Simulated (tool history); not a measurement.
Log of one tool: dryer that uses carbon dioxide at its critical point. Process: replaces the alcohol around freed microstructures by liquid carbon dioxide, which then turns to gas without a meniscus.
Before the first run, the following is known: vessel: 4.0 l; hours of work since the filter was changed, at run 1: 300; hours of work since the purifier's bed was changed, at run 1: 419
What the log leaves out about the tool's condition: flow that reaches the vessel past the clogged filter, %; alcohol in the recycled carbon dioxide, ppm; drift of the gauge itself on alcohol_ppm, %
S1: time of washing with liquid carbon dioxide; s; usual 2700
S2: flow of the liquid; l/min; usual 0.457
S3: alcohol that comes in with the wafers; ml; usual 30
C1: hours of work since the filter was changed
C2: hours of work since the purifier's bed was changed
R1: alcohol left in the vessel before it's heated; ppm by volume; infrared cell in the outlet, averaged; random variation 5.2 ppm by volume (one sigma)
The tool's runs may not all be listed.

| run | hour | S1 | S2 | S3 | C1 | C2 | R1 |
|---|---|---|---|---|---|---|---|
| 1 | 0 | 2700 | 0.457 | 30 | 300 | 419 | 159 |
| 2 | 8.2 | 2700 | 0.457 | 30 | 306 | 425 | 176 |
| 3 | 18.6 | 2700 | 0.457 | 30 | 313 | 433 | 169 |
| 4 | 32.5 | 2700 | 0.457 | 98 | 323 | 443 | 488 |
| 5 | 46.1 | 2700 | 0.457 | 30 | 333 | 453 | 192 |
| 6 | 56 | 2700 | 0.457 | 30 | 340 | 460 | 178 |
| 7 | 69.9 | 2700 | 0.457 | 30 | 350 | 470 | 179 |
| 8 | 78.8 | 2700 | 0.457 | 30 | 356 | 476 | 186 |
| 9 | 85.7 | 2700 | 0.773 | 50 | 361 | 481 | 71 |
| 10 | 101.2 | 3840 | 0.457 | 48 | 372 | 492 | 100 |
| 11 | 115.2 | 2100 | 0.42 | 48 | 382 | 502 | 752 |
| 12 | 124.4 | 2100 | 0.42 | 48 | 389 | 509 | 765 |
| 13 | 137.2 | 1740 | 0.485 | 76 | 398 | 518 | 1363 |
| 14 | 148.2 | 1740 | 0.485 | 76 | 406 | 526 | 1357 |

Selected run-to-run steps in R1, each split into two signed amounts: the part the tool would show with no hidden state at all (from settings, incoming material and random variation), and the remainder, which goes to the hidden state together with any gauge scatter not common to the measured and the hidden-state-free results:
Run 10 -> 11: S1 3840 -> 2100, S2 0.457 -> 0.42. R1 +652 ppm by volume: hidden state +205, all else +447.

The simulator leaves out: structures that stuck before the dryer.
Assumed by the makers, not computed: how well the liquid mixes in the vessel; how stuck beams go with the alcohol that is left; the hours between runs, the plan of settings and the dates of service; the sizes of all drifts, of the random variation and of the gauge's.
